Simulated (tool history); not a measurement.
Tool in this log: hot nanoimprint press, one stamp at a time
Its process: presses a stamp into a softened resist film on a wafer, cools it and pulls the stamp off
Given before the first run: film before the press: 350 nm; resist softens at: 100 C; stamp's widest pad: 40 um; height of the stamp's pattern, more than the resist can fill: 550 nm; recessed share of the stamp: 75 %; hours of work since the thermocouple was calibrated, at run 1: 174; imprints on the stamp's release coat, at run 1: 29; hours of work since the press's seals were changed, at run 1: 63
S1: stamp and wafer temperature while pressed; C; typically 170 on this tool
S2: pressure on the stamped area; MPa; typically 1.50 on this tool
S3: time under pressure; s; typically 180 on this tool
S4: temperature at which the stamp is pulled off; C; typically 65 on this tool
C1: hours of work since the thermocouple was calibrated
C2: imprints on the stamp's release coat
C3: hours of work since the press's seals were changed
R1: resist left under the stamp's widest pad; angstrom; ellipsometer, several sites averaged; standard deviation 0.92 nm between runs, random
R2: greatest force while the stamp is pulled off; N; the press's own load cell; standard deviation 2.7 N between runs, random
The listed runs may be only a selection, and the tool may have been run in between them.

run,hour,S1,S2,S3,S4,C1,C2,C3,R1,R2
1,0.0,170,1.50,180,65,174,29,63,2149,125
2,11.0,170,1.50,180,63,179,64,68,2151,134
3,19.9,170,1.50,180,63,183,93,72,2148,135
4,30.7,170,1.50,180,63,188,128,77,2158,139
5,37.6,170,1.50,180,63,191,150,80,2175,140
6,47.5,170,1.50,180,63,196,182,85,2156,146
7,58.5,170,1.50,180,63,201,217,90,2172,140
8,66.0,170,1.50,180,63,204,241,93,2170,146
9,73.9,170,1.50,180,63,208,267,97,2171,145
10,87.5,170,1.50,180,63,214,311,103,2181,146
11,100.3,170,1.50,180,63,220,352,109,2181,153
12,108.9,170,1.50,180,65,224,380,112,2170,142
13,119.9,170,1.79,180,65,229,415,117,2013,148
14,134.2,170,1.79,180,65,235,461,124,2023,147
15,140.8,170,1.79,180,65,238,482,127,2034,148
16,147.1,170,1.79,180,65,241,503,130,2019,154
17,156.6,180,0.92,180,65,245,533,134,1938,155
18,167.9,170,1.50,105,56,250,570,139,2488,194
19,178.5,171,1.64,137,70,255,604,144,2198,140

Run 20 comes next. What will it give?
20,192.8,163,1.64,296,72,262,650,151,?,?

Run 20 measured R1 2333 angstrom, R2 130 N.
On a tool with no hidden condition, and with the same random variation, this run would have come out at R1 2232 angstrom, R2 99 N.
